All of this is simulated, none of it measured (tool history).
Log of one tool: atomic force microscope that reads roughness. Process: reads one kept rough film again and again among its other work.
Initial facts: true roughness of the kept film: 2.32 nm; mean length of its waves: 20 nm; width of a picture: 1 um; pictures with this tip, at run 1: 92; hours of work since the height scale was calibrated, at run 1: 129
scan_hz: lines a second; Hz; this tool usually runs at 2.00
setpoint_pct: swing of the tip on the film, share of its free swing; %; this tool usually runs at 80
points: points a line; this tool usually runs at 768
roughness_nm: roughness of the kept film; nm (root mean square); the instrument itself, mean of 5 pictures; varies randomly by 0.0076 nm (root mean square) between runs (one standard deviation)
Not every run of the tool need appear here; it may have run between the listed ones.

run,hour,scan_hz,setpoint_pct,points,pictures with this tip,hours of work since the height scale was calibrated,roughness_nm
1,0.0,2.00,80,768,92,129,1.303
2,6.7,2.00,80,768,98,133,1.278
3,12.1,2.00,80,768,104,136,1.252
4,18.7,2.00,80,865,111,139,1.257
5,28.5,2.00,80,865,121,144,1.226
6,35.2,2.00,80,865,128,148,1.203
7,44.0,2.00,80,291,137,153,1.157
# hour 48.0: new tip fitted
8,54.6,2.00,80,291,6,158,1.528
9,63.9,2.00,80,291,16,163,1.516
10,72.7,2.00,80,291,25,167,1.466
11,82.2,2.24,80,291,35,173,1.399
12,87.2,2.00,84,768,40,175,1.393
13,95.8,3.99,80,768,49,180,1.185
14,106.7,3.99,80,768,60,185,1.172
15,113.9,2.00,80,730,68,189,1.350
16,123.5,2.00,80,730,77,194,1.322
17,133.1,2.00,81,768,87,199,1.269
18,141.8,2.00,81,768,96,204,1.255
19,147.9,3.93,81,768,103,207,1.038
20,155.4,3.93,81,768,110,211,1.041
21,161.5,3.93,81,768,117,214,1.010
22,166.7,2.00,80,768,122,217,1.201
23,173.9,2.00,80,768,129,221,1.184
24,181.4,2.00,80,768,137,225,1.174
# hour 185.1: new tip fitted
25,191.7,2.00,80,768,6,230,1.586
26,202.8,2.00,80,768,18,236,1.531
27,210.6,2.00,80,384,26,240,1.484
28,219.0,2.00,80,384,34,245,1.465
29,226.2,2.00,80,384,42,248,1.419
30,236.0,3.77,80,768,52,254,1.206
31,245.8,2.00,65,262,62,259,1.489
32,252.4,0.52,73,371,69,262,1.583
33,262.0,0.52,73,371,79,267,1.543
34,269.2,0.52,73,371,86,271,1.521
35,276.5,2.78,80,314,94,275,1.161
36,283.4,3.08,80,366,101,279,1.136
37,289.0,1.79,82,804,107,282,1.248
38,299.6,1.79,82,804,118,287,1.215
39,310.6,1.79,82,804,129,293,1.190
40,318.2,3.12,80,768,137,297,1.066
# hour 322.3: new tip fitted
41,326.2,2.01,80,552,5,301,1.597
42,334.2,2.01,80,552,13,305,1.546
43,338.9,2.01,80,552,18,308,1.528
44,350.0,0.71,80,552,29,314,1.688
45,359.5,0.71,80,552,39,319,1.647
46,369.2,0.71,80,552,49,324,1.616
47,377.6,0.71,80,552,58,328,1.567
48,388.9,0.87,80,868,69,334,1.525
49,395.8,0.87,80,868,76,338,1.495
50,401.0,0.87,80,868,82,341,1.475
51,407.1,3.95,55,970,88,344,1.472
52,415.7,3.95,55,970,97,348,1.422
53,421.7,3.95,70,970,103,351,1.229
54,430.9,3.95,70,970,113,356,1.187

What if the next run were any one of these 3? Each begins from the tool's condition after run 54:
A,437.7,1.11,71,710,120,360,?
B,437.7,1.66,80,768,120,360,?
C,437.7,3.62,68,970,120,360,?

run,roughness_nm
A,1.389
B,1.251
C,1.227
Without the tool's hidden state the same runs would have given:
run,roughness_nm
A,1.854
B,1.671
C,1.640

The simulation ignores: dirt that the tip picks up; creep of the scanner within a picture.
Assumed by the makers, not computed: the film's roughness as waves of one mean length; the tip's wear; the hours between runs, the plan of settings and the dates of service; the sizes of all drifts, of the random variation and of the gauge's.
